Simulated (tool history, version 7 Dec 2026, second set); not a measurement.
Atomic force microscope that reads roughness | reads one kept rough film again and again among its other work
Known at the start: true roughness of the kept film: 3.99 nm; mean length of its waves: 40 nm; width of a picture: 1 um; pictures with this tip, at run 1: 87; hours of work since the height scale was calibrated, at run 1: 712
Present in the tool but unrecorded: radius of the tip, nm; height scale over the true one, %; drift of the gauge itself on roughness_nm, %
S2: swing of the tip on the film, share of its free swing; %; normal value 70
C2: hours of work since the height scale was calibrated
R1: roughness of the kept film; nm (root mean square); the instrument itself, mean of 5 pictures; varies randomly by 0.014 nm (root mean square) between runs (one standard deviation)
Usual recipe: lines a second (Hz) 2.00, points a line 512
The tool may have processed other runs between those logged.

run 1 hour=0.0 | lines_a_second_(Hz)=2.00 S2=70 points_a_line=512 | pictures_with_this_tip=87 C2=712 | R1=3.328
run 2 hour=35.7 | lines_a_second_(Hz)=2.00 S2=70 points_a_line=512 | pictures_with_this_tip=135 C2=729 | R1=3.333
run 3 hour=82.6 | lines_a_second_(Hz)=1.20 S2=70 points_a_line=512 | pictures_with_this_tip=197 C2=752 | R1=3.500
run 4 hour=117.3 | lines_a_second_(Hz)=2.00 S2=70 points_a_line=621 | pictures_with_this_tip=243 C2=769 | R1=3.341
-- hour=153.0 new tip fitted
run 5 hour=159.5 | lines_a_second_(Hz)=2.00 S2=70 points_a_line=621 | pictures_with_this_tip=9 C2=789 | R1=3.350
run 6 hour=204.2 | lines_a_second_(Hz)=2.00 S2=70 points_a_line=621 | pictures_with_this_tip=68 C2=810 | R1=3.339
run 7 hour=246.7 | lines_a_second_(Hz)=2.00 S2=70 points_a_line=621 | pictures_with_this_tip=125 C2=831 | R1=3.313
run 8 hour=278.6 | lines_a_second_(Hz)=2.00 S2=70 points_a_line=621 | pictures_with_this_tip=168 C2=846 | R1=3.303
run 9 hour=311.9 | lines_a_second_(Hz)=2.00 S2=70 points_a_line=621 | pictures_with_this_tip=212 C2=862 | R1=3.348
run 10 hour=348.9 | lines_a_second_(Hz)=0.61 S2=84 points_a_line=981 | pictures_with_this_tip=261 C2=880 | R1=3.487
-- hour=372.3 new tip fitted
run 11 hour=385.7 | lines_a_second_(Hz)=1.37 S2=75 points_a_line=373 | pictures_with_this_tip=17 C2=897 | R1=3.379
run 12 hour=429.6 | lines_a_second_(Hz)=1.37 S2=75 points_a_line=432 | pictures_with_this_tip=76 C2=918 | R1=3.360
run 13 hour=463.5 | lines_a_second_(Hz)=0.71 S2=64 points_a_line=621 | pictures_with_this_tip=121 C2=934 | R1=3.664
run 14 hour=487.0 | lines_a_second_(Hz)=0.71 S2=64 points_a_line=621 | pictures_with_this_tip=152 C2=946 | R1=3.670
run 15 hour=516.0 | lines_a_second_(Hz)=0.71 S2=69 points_a_line=546 | pictures_with_this_tip=191 C2=960 | R1=3.591
run 16 hour=555.5 | lines_a_second_(Hz)=0.71 S2=69 points_a_line=546 | pictures_with_this_tip=244 C2=979 | R1=3.610

Entry by entry between the runs, the difference in hidden state between the last listed run before and the first listed run after:
Between runs 4 and 5: new tip fitted (hour 153.0)
  radius of the tip, nm: 5.3 -> 5
Between runs 10 and 11: new tip fitted (hour 372.3)
  radius of the tip, nm: 5.3 -> 5

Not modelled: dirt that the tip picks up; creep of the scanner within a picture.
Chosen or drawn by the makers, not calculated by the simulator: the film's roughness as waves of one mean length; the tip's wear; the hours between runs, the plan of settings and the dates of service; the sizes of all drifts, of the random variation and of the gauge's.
